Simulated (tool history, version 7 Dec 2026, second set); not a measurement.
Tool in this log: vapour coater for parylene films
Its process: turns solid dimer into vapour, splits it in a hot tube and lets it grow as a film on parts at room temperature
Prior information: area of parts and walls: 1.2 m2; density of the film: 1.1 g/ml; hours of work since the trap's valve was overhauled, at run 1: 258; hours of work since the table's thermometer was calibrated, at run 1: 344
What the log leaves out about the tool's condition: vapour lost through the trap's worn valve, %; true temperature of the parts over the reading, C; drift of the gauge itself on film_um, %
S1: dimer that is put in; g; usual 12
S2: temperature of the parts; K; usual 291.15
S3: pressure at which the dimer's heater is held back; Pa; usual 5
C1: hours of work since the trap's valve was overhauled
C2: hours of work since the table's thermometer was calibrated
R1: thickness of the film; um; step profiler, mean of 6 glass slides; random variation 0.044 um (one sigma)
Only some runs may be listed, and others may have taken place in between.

run	hour	S1	S2	S3	C1	C2	R1
1	0.0	12	291.15	5	258	344	4.50
2	25.4	12	291.15	5	273	358	4.44
3	43.9	11	291.15	5	283	369	4.12
4	66.7	11	291.15	5	296	382	4.07
5	78.8	11	291.15	5	303	389	4.05
6	104.2	12	295.15	5	318	403	3.60
7	120.1	12	291.15	5	327	412	4.33
8	134.7	12	291.15	5	335	421	4.43
9	148.2	12	291.15	5	343	428	4.33
10	160.9	12	291.15	5	350	435	4.39
11	173.4	12	291.15	5	357	443	4.36

Run 12, settings as shown, results not yet in. Your forecast:
12	186.8	12	291.15	5	365	450	?

Run 12 came out at R1 4.34 um.
Minus the tool's unlogged condition, the same run would have read R1 4.97 um.
